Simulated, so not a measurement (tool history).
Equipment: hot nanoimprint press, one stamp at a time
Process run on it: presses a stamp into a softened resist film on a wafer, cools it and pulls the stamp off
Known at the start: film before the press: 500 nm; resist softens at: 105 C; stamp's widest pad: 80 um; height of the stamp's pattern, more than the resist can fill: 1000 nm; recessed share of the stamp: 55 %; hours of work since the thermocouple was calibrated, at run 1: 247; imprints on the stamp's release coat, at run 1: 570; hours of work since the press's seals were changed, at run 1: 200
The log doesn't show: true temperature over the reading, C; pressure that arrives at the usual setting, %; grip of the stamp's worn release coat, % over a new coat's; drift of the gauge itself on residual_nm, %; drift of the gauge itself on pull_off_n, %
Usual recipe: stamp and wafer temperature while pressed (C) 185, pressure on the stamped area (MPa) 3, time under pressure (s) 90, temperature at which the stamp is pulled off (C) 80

run,hour,stamp and wafer temperature while pressed (C),pressure on the stamped area (MPa),time under pressure (s),temperature at which the stamp is pulled off (C),hours of work since the thermocouple was calibrated,imprints on the stamp's release coat,hours of work since the press's seals were changed,resist left under the stamp's widest pad (nm),greatest force while the stamp is pulled off (N)
1,0,185,3,90,80,247,570,200,186.8,143
2,29.5,185,3,90,80,269,684,221,185.8,148
# hour 60.1: plate thermocouple calibrated
3,64.3,185,3,90,80,3,808,245,184.5,156
4,107.5,185,3,90,80,35,975,276,184.1,164
5,140.4,185,3,90,80,59,1103,301,183.9,170
6,177.7,185,3,90,80,86,1248,328,182.1,175
# hour 191.6: plate thermocouple calibrated, once more
7,205.9,175,3,90,80,10,1345,346,284.3,191
8,253.1,175,3,90,80,45,1528,381,282.6,196
9,275.9,175,3,90,80,62,1617,398,282.6,198
10,317.6,175,3,90,80,92,1778,428,282,205
11,363.7,175,3,90,80,126,1957,462,279.7,221
12,401.6,175,3,90,80,154,2104,490,278.9,231
13,429.7,175,3,90,80,175,2213,511,278.6,234
14,465.9,185,4.04,90,80,201,2353,537,164.4,246
# hour 481.8: stamp cleaned and given a new release coat
15,513.9,185,4.04,90,80,232,124,568,166.3,130
16,557.5,192,2.45,90,80,264,293,600,167.4,130
# hour 594.8: plate thermocouple calibrated
17,605.9,181,3,61,80,8,469,633,259.7,140
18,638.1,181,3,61,80,32,594,657,259.9,148
19,674.3,185,4.69,90,75,58,734,683,155.6,154
20,715.9,185,4.69,90,75,89,896,714,155.8,168
21,752.7,185,4.69,90,75,116,1038,741,154.5,174
22,783.8,185,3.18,53,80,139,1159,764,230.5,178
23,809.5,185,3.18,53,80,158,1259,783,228.9,182
24,837.6,185,3.18,53,80,178,1368,803,227.6,180
25,861,185,3.18,53,80,195,1458,820,226.8,185
26,901.7,185,3.18,53,80,225,1616,850,225.4,198
27,946.3,185,3.18,53,80,258,1789,883,226.7,211
28,976,185,3.18,53,80,280,1904,905,225,216
# hour 991.8: plate thermocouple calibrated
29,1022.3,174,3.18,151,80,22,2072,937,241.6,216

Alternative continuations, all from the tool just after run 29; predict every row:
A,1068.8,185,3,75,80,56,2252,971,?,?
B,1068.8,174,2.94,113,71,56,2252,971,?,?
C,1068.8,182,3.24,151,81,56,2252,971,?,?

run,resist left under the stamp's widest pad (nm),greatest force while the stamp is pulled off (N)
A,210.7,234
B,273,243
C,175.6,244
Without the tool's unlogged condition, the same runs would have read:
run,resist left under the stamp's widest pad (nm),greatest force while the stamp is pulled off (N)
A,208,119
B,270.7,123
C,172.9,123
